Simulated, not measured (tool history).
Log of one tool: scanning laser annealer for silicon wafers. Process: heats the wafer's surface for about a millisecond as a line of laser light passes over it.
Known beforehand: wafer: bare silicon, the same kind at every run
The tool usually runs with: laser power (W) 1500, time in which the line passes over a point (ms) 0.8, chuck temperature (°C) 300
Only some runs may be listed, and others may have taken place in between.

run   hour  laser power (W)  time in which the line passes over a point (ms)  chuck temperature (°C)  highest temperature of the surface (°C)
  1      0             1500                                              0.8                     300                                     1048
  2   10.7             1475                                              0.8                     300                                     1030
  3   25.7             1500                                            0.563                     300                                      943
  4   45.8             1500                                            0.563                     300                                      940
  5     61             1500                                            0.915                     300                                     1085
  6   73.6             1500                                            0.915                     300                                     1088
  7   85.4             1500                                            0.589                     300                                      951
  8  103.9             1500                                             0.92                     300                                     1089
  9  122.7             1500                                             0.92                     300                                     1088
 10  134.9             1500                                              0.8                     274                                     1016
 11    146             1500                                              0.8                     274                                     1014
 12  155.9             1298                                             0.58                     322                                      857
 13    177             1500                                            0.646                     272                                      951
 14  191.9             1500                                            0.623                     268                                      934
 15  212.2             1582                                            0.803                     267                                     1063
 16  230.5             1582                                            0.911                     267                                     1106
 17  251.7             1455                                              0.8                     334                                     1049
 18  269.5             1611                                            0.718                     334                                     1108
 19  289.9             1611                                            0.718                     334                                     1108
 20  304.6             1465                                            0.812                     309                                     1029

Selected run-to-run steps in highest temperature of the surface (°C), each split into two signed amounts: the part the tool would show with no hidden state at all (from settings, incoming material and random variation), and the remainder, which goes to the hidden state together with any gauge scatter not common to the measured and the hidden-state-free results:
Hidden state at play: light that passes the window, % of a clean one's; laser's true power over the reading, %; width of the line over the set one, %; drift of the gauge itself on peak_c, C.
Run 4 -> 5: time in which the line passes over a point (ms) 0.563 -> 0.915. highest temperature of the surface (°C) +145: hidden state -4, all else +149.
Run 11 -> 12: laser power (W) 1500 -> 1298, time in which the line passes over a point (ms) 0.8 -> 0.58, chuck temperature (°C) 274 -> 322. highest temperature of the surface (°C) -157: hidden state +5, all else -162.
